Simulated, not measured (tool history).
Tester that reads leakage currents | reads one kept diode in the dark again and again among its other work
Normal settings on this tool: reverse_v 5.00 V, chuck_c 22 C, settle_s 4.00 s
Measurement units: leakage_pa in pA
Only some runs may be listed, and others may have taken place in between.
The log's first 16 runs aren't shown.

run	hour	reverse_v	chuck_c	settle_s	leakage_pa
17	540.1	5.00	22	8.36	124.01
18	572.6	5.00	22	8.36	124.64
19	598.0	5.00	22	4.00	124.12
20	639.9	5.00	22	4.00	123.96
# hour 670.9: chuck's temperature calibrated
21	686.4	5.00	22	3.70	119.98
22	727.1	1.76	30	3.70	154.02
23	773.3	1.76	30	3.70	153.92
24	803.3	5.00	25	4.00	154.57
# hour 839.2: chuck's temperature calibrated, once more
25	851.3	1.11	35	4.00	214.23
26	894.8	1.11	35	4.00	213.37
27	931.8	13.38	22	4.00	200.24
28	984.9	5.00	57	1.46	1934.77
29	1038.9	3.56	31	4.00	242.09
30	1065.2	3.56	59	1.52	1947.81

Expected results for the next run?
31	1121.3	5.00	22	1.37	?

{"run 31": {"leakage_pa": 133.24}}
If the tool had no hidden condition, the same run with the same run-to-run variation would have returned leakage_pa 129.56 pA.
